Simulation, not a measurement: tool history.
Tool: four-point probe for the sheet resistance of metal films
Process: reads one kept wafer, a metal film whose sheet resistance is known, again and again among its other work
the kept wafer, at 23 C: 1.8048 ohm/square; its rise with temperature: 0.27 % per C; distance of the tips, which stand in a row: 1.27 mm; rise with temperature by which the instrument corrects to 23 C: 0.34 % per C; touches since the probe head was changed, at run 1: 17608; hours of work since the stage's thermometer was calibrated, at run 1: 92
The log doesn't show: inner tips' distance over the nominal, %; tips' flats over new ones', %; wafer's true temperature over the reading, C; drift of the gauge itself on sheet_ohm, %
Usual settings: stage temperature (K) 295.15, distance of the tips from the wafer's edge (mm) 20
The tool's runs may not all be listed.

run     day  stage temperature (K)  distance of the tips from the wafer's edge (mm)  touches since the probe head was changed  hours of work since the stage's thermometer was calibrated  sheet resistance as the instrument gives it (ohm/square)
  1   0.000                 295.15                                               20                                     17608                                                          92                                                  1.804687
  2   0.725                 295.15                                               20                                     18178                                                         100                                                  1.805034
  3   1.450                 295.15                                               20                                     18746                                                         108                                                  1.804326
  4   1.829                 295.15                                               20                                     19042                                                         112                                                  1.804739
  5   2.529                 295.15                                               20                                     19594                                                         120                                                  1.804673
  6   3.221                 291.15                                               20                                     20135                                                         127                                                  1.809651
  7   3.788                 295.15                                               20                                     20582                                                         134                                                  1.804138
  8   4.154                 295.15                                               20                                     20867                                                         138                                                  1.803976
  9   4.508                 295.15                                                7                                     21145                                                         141                                                  1.831641
 10   4.862                 296.15                                               20                                     21423                                                         145                                                  1.803635
 11   5.212                 296.15                                               20                                     21698                                                         149                                                  1.802919
 12   5.708                 296.15                                               20                                     22088                                                         155                                                  1.802851
 13   6.071                 296.15                                               20                                     22372                                                         159                                                  1.803259
 14   6.567                 296.15                                               20                                     22761                                                         164                                                  1.803120
 15   7.150                 296.15                                               20                                     23219                                                         170                                                  1.803165
 16   7.883                 305.15                                               50                                     23796                                                         179                                                  1.788365
 17   8.408                 305.15                                               50                                     24206                                                         184                                                  1.788205
 18   8.996                 301.15                                                5                                     24667                                                         191                                                  1.852074
 19   9.633                 294.15                                               14                                     25167                                                         198                                                  1.809624
 20   9.958                 304.15                                               43                                     25422                                                         201                                                  1.789618
 21  10.479                 304.15                                               43                                     25831                                                         207                                                  1.789507
 22  10.896                 303.15                                               37                                     26159                                                         212                                                  1.790807
 23  11.550                 303.15                                               37                                     26671                                                         219                                                  1.790907
 24  12.075                 303.15                                               37                                     27085                                                         225                                                  1.790887
 25  12.654                 303.15                                               37                                     27539                                                         231                                                  1.791354
 26  13.150                 298.15                                                4                                     27929                                                         237                                                  1.888175
 27  13.783                 298.15                                                4                                     28424                                                         243                                                  1.888542

5 ways to go on from here, each from the tool as it stands after run 27. What would each give?
  A  14.292                 298.15                                                3                                     28824                                                         249                                                         ?
  B  14.292                 294.15                                               15                                     28824                                                         249                                                         ?
  C  14.292                 296.15                                               13                                     28824                                                         249                                                         ?
  D  14.292                 298.15                                               21                                     28824                                                         249                                                         ?
  E  14.292                 301.15                                               36                                     28824                                                         249                                                         ?

run  sheet resistance as the instrument gives it (ohm/square)
  A                                                  1.952872
  B                                                  1.808036
  C                                                  1.807358
  D                                                  1.799295
  E                                                  1.793016
Without the tool's hidden state the same runs would have given:
run  sheet resistance as the instrument gives it (ohm/square)
  A                                                  1.959850
  B                                                  1.814541
  C                                                  1.813861
  D                                                  1.805773
  E                                                  1.799474

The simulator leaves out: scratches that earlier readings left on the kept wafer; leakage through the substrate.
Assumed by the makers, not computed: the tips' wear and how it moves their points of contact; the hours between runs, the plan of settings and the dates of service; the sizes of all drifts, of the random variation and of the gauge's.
